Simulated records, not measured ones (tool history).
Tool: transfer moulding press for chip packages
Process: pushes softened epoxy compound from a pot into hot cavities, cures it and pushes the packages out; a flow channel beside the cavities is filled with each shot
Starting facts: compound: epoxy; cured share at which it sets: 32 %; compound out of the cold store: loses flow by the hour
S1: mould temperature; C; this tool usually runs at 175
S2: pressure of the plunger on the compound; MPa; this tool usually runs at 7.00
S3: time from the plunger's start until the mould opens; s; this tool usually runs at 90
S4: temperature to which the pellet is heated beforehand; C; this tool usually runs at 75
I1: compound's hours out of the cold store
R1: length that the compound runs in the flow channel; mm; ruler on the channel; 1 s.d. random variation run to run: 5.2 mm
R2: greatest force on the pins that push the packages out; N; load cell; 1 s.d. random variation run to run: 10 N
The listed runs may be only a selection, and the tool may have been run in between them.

run,hour,S1,S2,S3,S4,I1,R1,R2
1,0.0,175,7.00,90,75,30.1,464,582
# hour 20.8: cavities cleaned with cleaning compound and waxed
2,31.2,175,7.00,90,75,18.3,501,517
# hour 41.0: plunger's sealing rings changed
3,55.0,175,7.00,90,75,26.4,538,559
# hour 76.8: cavities cleaned with cleaning compound and waxed
4,86.9,175,7.00,90,75,22.2,542,529
5,102.7,176,7.00,90,75,23.9,532,533
6,115.4,175,7.00,90,75,38.0,486,564
# hour 129.2: cavities cleaned with cleaning compound and waxed
7,144.4,175,7.00,90,75,30.4,512,522
8,171.0,175,7.00,90,75,44.0,463,576
# hour 182.6: cavities cleaned with cleaning compound and waxed
9,191.7,175,7.00,90,75,25.7,518,510
10,209.5,175,7.00,90,75,33.9,500,542
# hour 235.1: cavities cleaned with cleaning compound and waxed
11,236.3,175,7.00,90,75,26.1,517,490
12,264.3,175,7.00,90,75,28.3,504,565
# hour 287.5: cavities cleaned with cleaning compound and waxed
13,291.0,175,7.00,90,75,47.9,430,476
14,304.5,175,7.00,90,75,25.9,506,520
# hour 308.3: mould's thermocouples calibrated
15,322.1,175,8.14,85,70,45.1,469,600
# hour 344.1: cavities cleaned with cleaning compound and waxed
16,344.1,176,7.00,90,75,23.7,509,483
17,366.6,174,7.00,81,75,24.2,501,708
18,386.9,180,7.00,90,75,46.0,425,517
# hour 396.7: cavities cleaned with cleaning compound and waxed
19,411.4,180,8.57,74,75,33.9,513,601
# hour 420.3: mould's thermocouples calibrated, once more
20,442.7,178,5.84,75,77,35.2,408,693
# hour 452.2: cavities cleaned with cleaning compound and waxed
21,471.2,179,5.84,75,82,24.5,448,632
22,494.9,170,7.00,90,74,47.9,418,723
# hour 506.3: cavities cleaned with cleaning compound and waxed
23,517.5,175,6.54,100,71,47.8,387,453
24,545.2,175,6.54,100,66,18.6,476,532
# hour 558.2: plunger's sealing rings changed
# hour 561.0: cavities cleaned with cleaning compound and waxed
25,561.9,179,8.10,79,82,15.1,637,492
26,580.0,179,8.10,79,82,10.9,641,580
27,596.0,179,8.10,79,82,45.9,487,561
# hour 614.2: cavities cleaned with cleaning compound and waxed
28,625.5,167,7.00,108,75,12.7,589,555

3 ways to go on from here, each from the tool as it stands after run 28. What would each give?
A,649.1,167,7.00,108,69,29.3,?,?
B,649.1,172,7.00,108,75,34.0,?,?
C,649.1,167,7.00,108,72,8.3,?,?

run,R1,R2
A,520,633
B,513,506
C,618,640
With no hidden state in the tool, these same runs would have given:
run,R1,R2
A,532,507
B,525,411
C,632,509

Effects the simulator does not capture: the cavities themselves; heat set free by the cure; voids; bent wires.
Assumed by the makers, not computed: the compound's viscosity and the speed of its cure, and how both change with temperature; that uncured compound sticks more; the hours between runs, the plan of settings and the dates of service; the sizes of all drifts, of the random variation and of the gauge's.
